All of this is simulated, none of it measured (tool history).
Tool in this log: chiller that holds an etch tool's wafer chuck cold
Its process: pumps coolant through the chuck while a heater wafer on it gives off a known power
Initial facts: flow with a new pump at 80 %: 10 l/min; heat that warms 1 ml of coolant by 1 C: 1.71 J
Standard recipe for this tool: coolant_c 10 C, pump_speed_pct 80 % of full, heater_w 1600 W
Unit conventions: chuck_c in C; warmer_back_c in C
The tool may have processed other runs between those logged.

| run | hour | coolant_c | pump_speed_pct | heater_w | chuck_c | warmer_back_c |
|---|---|---|---|---|---|---|
| 1 | 0.0 | 10 | 80 | 1600 | 21.9 | 6.00 |
| 2 | 140.3 | 10 | 80 | 1600 | 21.8 | 5.99 |
| 3 | 263.7 | 10 | 80 | 1600 | 21.8 | 6.02 |
| 4 | 428.1 | 10 | 80 | 1600 | 22.1 | 6.00 |
| 5 | 555.7 | 10 | 80 | 1600 | 22.1 | 5.97 |
| 6 | 675.5 | 10 | 61 | 1600 | 26.2 | 8.16 |
|  | 756.3 | chiller's thermometer calibrated |
| 7 | 776.6 | 10 | 80 | 942 | 17.5 | 3.63 |
| 8 | 907.8 | 10 | 80 | 1600 | 22.7 | 5.98 |
| 9 | 1097.6 | 10 | 80 | 1600 | 22.7 | 6.11 |
| 10 | 1183.3 | 10 | 80 | 1600 | 22.9 | 6.16 |
| 11 | 1374.7 | 10 | 80 | 1600 | 22.8 | 6.09 |
| 12 | 1484.8 | 10 | 80 | 1600 | 23.0 | 6.15 |
| 13 | 1615.4 | 10 | 80 | 1600 | 22.7 | 6.11 |
| 14 | 1696.0 | 10 | 80 | 1600 | 23.1 | 6.13 |
| 15 | 1862.4 | 10 | 80 | 1600 | 23.0 | 6.15 |
| 16 | 2003.6 | 7 | 80 | 1600 | 20.3 | 6.12 |
| 17 | 2151.6 | 7 | 80 | 1600 | 20.3 | 6.13 |
|  | 2166.2 | coolant pump overhauled |
|  | 2292.2 | coolant changed, channels flushed |
| 18 | 2292.2 | 7 | 80 | 1600 | 19.0 | 6.47 |
| 19 | 2428.1 | 7 | 80 | 1600 | 19.1 | 6.47 |
| 20 | 2560.7 | 4 | 80 | 2400 | 22.1 | 9.83 |
| 21 | 2720.0 | 2 | 60 | 971 | 12.0 | 5.43 |
| 22 | 2904.4 | 10 | 80 | 2126 | 26.2 | 8.67 |
| 23 | 2983.3 | 10 | 80 | 1338 | 20.2 | 5.50 |
| 24 | 3150.3 | 7 | 80 | 821 | 13.3 | 3.34 |
|  | 3307.9 | coolant pump overhauled, once more |
| 25 | 3321.1 | 2 | 77 | 1600 | 13.0 | 5.85 |
| 26 | 3409.9 | 10 | 74 | 1361 | 19.8 | 5.22 |
| 27 | 3563.4 | 10 | 74 | 1361 | 19.8 | 5.27 |
| 28 | 3670.6 | 10 | 100 | 1361 | 17.2 | 3.75 |
| 29 | 3826.5 | 10 | 100 | 1361 | 17.1 | 3.83 |
| 30 | 3981.3 | 10 | 86 | 1111 | 16.9 | 3.63 |
| 31 | 4128.3 | 15 | 80 | 1173 | 22.8 | 4.15 |

Some steps in chuck_c, run to run, broken into two amounts with sign: the step expected even without the hidden condition (settings, incoming material, random variation), and the rest, left for the hidden condition together with whatever gauge scatter is not in both the measured and the hidden-condition-free result:
Hidden state present: heat passed by the chuck's channels, % of clean ones'; flow at a given pump speed, % of a new pump's; coolant's true temperature over the reading, C; drift of the gauge itself on chuck_c, C; drift of the gauge itself on warmer_back_c, C.
Run 6 -> 7: pump_speed_pct 61 -> 80, heater_w 1600 -> 942, chiller's thermometer calibrated. chuck_c -8.7 C: hidden state -0.9, all else -7.8.
Run 7 -> 8: heater_w 942 -> 1600. chuck_c +5.2 C: hidden state +1.0, all else +4.2.
Run 17 -> 18: coolant pump overhauled, coolant changed, channels flushed. chuck_c -1.3 C: hidden state -1.2, all else -0.1.
Run 20 -> 21: coolant_c 4 -> 2, pump_speed_pct 80 -> 60, heater_w 2400 -> 971. chuck_c -10.1 C: hidden state -1.1, all else -9.0.
Run 21 -> 22: coolant_c 2 -> 10, pump_speed_pct 60 -> 80, heater_w 971 -> 2126. chuck_c +14.2 C: hidden state +0.9, all else +13.3.
